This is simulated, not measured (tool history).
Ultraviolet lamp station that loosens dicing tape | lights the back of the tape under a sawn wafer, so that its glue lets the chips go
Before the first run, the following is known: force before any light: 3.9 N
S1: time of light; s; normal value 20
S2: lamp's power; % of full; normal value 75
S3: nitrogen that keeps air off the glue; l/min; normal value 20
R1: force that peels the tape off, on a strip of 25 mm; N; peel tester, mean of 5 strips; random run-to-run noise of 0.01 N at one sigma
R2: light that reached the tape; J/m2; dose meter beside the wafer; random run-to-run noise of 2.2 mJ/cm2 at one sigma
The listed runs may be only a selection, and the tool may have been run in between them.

run 1 hour=0.0 | S1=20 S2=75 S3=20 | R1=0.634 R2=1550
run 2 hour=86.6 | S1=20 S2=80 S3=20 | R1=0.596 R2=1610
run 3 hour=131.8 | S1=27 S2=75 S3=20 | R1=0.434 R2=2000
run 4 hour=222.0 | S1=27 S2=75 S3=20 | R1=0.443 R2=1940
run 5 hour=300.1 | S1=27 S2=75 S3=20 | R1=0.486 R2=1860
run 6 hour=356.1 | S1=27 S2=75 S3=20 | R1=0.499 R2=1930
run 7 hour=405.2 | S1=14 S2=64 S3=17 | R1=1.451 R2=780
run 8 hour=464.1 | S1=16 S2=80 S3=20 | R1=0.923 R2=1170
run 9 hour=534.4 | S1=20 S2=99 S3=20 | R1=0.535 R2=1730
run 10 hour=608.6 | S1=20 S2=99 S3=20 | R1=0.532 R2=1710
run 11 hour=695.2 | S1=14 S2=79 S3=16 | R1=1.282 R2=950

Branching from run 11: 3 alternative next runs. What would each branch give?
run A hour=762.0 | S1=23 S2=75 S3=7 | R1=? R2=?
run B hour=762.0 | S1=20 S2=71 S3=20 | R1=? R2=?
run C hour=762.0 | S1=29 S2=70 S3=7 | R1=? R2=?

run=A R1=1.243 R2=1420
run=B R1=0.928 R2=1180
run=C R1=1.012 R2=1650
Stripped of hidden state, with their random variation kept, the same runs would have yielded:
run=A R1=0.684 R2=2300
run=B R1=0.483 R2=1900
run=C R1=0.530 R2=2690

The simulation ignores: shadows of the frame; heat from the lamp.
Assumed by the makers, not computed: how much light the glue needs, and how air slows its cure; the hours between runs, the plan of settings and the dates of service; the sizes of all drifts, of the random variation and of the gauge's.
